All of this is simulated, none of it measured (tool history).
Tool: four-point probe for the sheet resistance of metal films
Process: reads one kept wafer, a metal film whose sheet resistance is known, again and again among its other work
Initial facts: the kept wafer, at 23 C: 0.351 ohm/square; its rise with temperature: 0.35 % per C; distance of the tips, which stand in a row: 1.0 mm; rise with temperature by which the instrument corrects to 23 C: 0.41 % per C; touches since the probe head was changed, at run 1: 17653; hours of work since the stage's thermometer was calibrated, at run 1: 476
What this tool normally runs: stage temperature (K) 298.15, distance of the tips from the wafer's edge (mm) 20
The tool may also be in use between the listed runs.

run	hour	stage temperature (K)	distance of the tips from the wafer's edge (mm)	touches since the probe head was changed	hours of work since the stage's thermometer was calibrated	sheet resistance as the instrument gives it (ohm/square)
1	0	298.15	20	17653	476	0.349006
2	14.3	298.15	20	17944	485	0.349055
3	24.9	298.15	20	18157	492	0.349138
4	47.3	298.15	20	18612	506	0.349103
5	69.4	298.15	20	19060	521	0.348988
6	80.2	298.15	20	19278	528	0.349189
7	92.7	298.15	14	19530	536	0.349616
8	114	298.15	14	19963	549	0.349609
9	139.5	298.15	14	20480	566	0.349642
10	151.9	306.15	4	20731	574	0.3583
11	171	301.15	4	21118	586	0.359381
12	189.4	302.15	18	21490	598	0.348414
13	204.1	306.15	5	21788	608	0.354376
14	227.3	306.15	5	22258	623	0.354452
15	248	303.15	43	22676	636	0.347819
16	269.8	303.15	43	23118	651	0.347746
17	282.6	292.15	20	23377	659	0.350642

Below are 5 alternative next runs, each starting from the tool's condition after run 17. Predict each:
A	306.8	294.15	14	23868	675	?
B	306.8	292.15	20	23868	675	?
C	306.8	294.15	20	23868	675	?
D	306.8	297.15	10	23868	675	?
E	306.8	298.15	6	23868	675	?

run	sheet resistance as the instrument gives it (ohm/square)
A	0.350655
B	0.350657
C	0.350193
D	0.350861
E	0.354086
The same runs, with their run-to-run variation unchanged, on a tool lacking any hidden condition would have given:
run	sheet resistance as the instrument gives it (ohm/square)
A	0.352389
B	0.352394
C	0.351925
D	0.352594
E	0.355833
